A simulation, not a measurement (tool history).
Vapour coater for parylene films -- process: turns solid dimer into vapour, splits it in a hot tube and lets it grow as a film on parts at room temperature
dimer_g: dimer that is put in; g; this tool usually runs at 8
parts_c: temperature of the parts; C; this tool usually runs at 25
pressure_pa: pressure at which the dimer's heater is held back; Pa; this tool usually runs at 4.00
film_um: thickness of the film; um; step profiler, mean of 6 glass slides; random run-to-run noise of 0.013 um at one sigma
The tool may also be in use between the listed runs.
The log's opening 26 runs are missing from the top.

Run 27, hour 339.3: usual settings but dimer_g 3 g, parts_c 31 C, pressure_pa 10.24 Pa. Result: film_um 0.54 um.
Run 28, hour 347.1: usual settings but dimer_g 6 g, parts_c 23 C, pressure_pa 5.58 Pa. Result: film_um 1.39 um.
Run 29, hour 355.1: usual settings but pressure_pa 7.14 Pa. Result: film_um 1.71 um.
Run 30, hour 371.0: usual settings but dimer_g 5 g. Result: film_um 1.21 um.
Run 31, hour 381.9: usual settings but dimer_g 10 g, pressure_pa 4.01 Pa. Result: film_um 2.44 um.
Run 32, hour 396.5: usual settings but dimer_g 10 g, parts_c 31 C, pressure_pa 8.70 Pa. Result: film_um 1.90 um.
Run 33, hour 405.4: usual settings but dimer_g 10 g, parts_c 31 C, pressure_pa 7.58 Pa. Result: film_um 1.94 um.
Run 34, hour 423.1: usual settings but dimer_g 9 g, pressure_pa 3.19 Pa. Result: film_um 2.30 um.
Run 35, hour 441.0: usual settings but dimer_g 9 g, pressure_pa 3.19 Pa. Result: film_um 2.30 um.
Run 36, hour 454.8: usual settings but dimer_g 3 g, parts_c 19 C, pressure_pa 10.54 Pa. Result: film_um 0.65 um.
Run 37, hour 462.5: usual settings but dimer_g 3 g, parts_c 36 C, pressure_pa 5.10 Pa. Result: film_um 0.59 um.
Run 38, hour 476.6: usual settings but dimer_g 3 g, parts_c 36 C, pressure_pa 5.10 Pa. Result: film_um 0.58 um.
Run 39, hour 491.8: usual settings but dimer_g 7 g, parts_c 28 C, pressure_pa 11.28 Pa. Result: film_um 1.32 um.
Run 40, hour 503.5: usual settings but pressure_pa 2.01 Pa. Result: film_um 2.26 um.
Run 41, hour 519.8: usual settings but dimer_g 7 g, parts_c 28 C, pressure_pa 2.45 Pa. Result: film_um 1.80 um.
Run 42, hour 532.9: usual settings but dimer_g 6 g, parts_c 26 C, pressure_pa 10.91 Pa. Result: film_um 1.17 um.
Run 43, hour 543.8: usual settings but dimer_g 10 g, parts_c 21 C, pressure_pa 10.70 Pa. Result: film_um 2.08 um.
Run 44, hour 558.0: usual settings but dimer_g 6 g, parts_c 21 C, pressure_pa 6.48 Pa. Result: film_um 1.39 um.
Run 45, hour 570.9: usual settings but dimer_g 6 g, parts_c 21 C, pressure_pa 6.48 Pa. Result: film_um 1.41 um.
Run 46, hour 588.1: usual settings but dimer_g 6 g, parts_c 26 C, pressure_pa 11.09 Pa. Result: film_um 1.15 um.

Below are 5 alternative next runs, each starting from the tool's condition after run 46. Predict each:
Run A, hour 598.9: usual settings but dimer_g 6 g, parts_c 19 C, pressure_pa 5.82 Pa. Result: film_um ?.
Run B, hour 598.9: usual settings but dimer_g 5 g, parts_c 24 C, pressure_pa 3.98 Pa. Result: film_um ?.
Run C, hour 598.9: usual settings but parts_c 35 C, pressure_pa 9.09 Pa. Result: film_um ?.
Run D, hour 598.9: usual settings but dimer_g 4 g, parts_c 18 C, pressure_pa 6.76 Pa. Result: film_um ?.
Run E, hour 598.9: usual settings but dimer_g 5 g, parts_c 19 C, pressure_pa 2.89 Pa. Result: film_um ?.

run  film_um
  A     1.46
  B     1.24
  C     1.42
  D     0.95
  E     1.42
Had the tool no hidden state, the same runs would have come out as:
run  film_um
  A     1.46
  B     1.25
  C     1.43
  D     0.95
  E     1.42
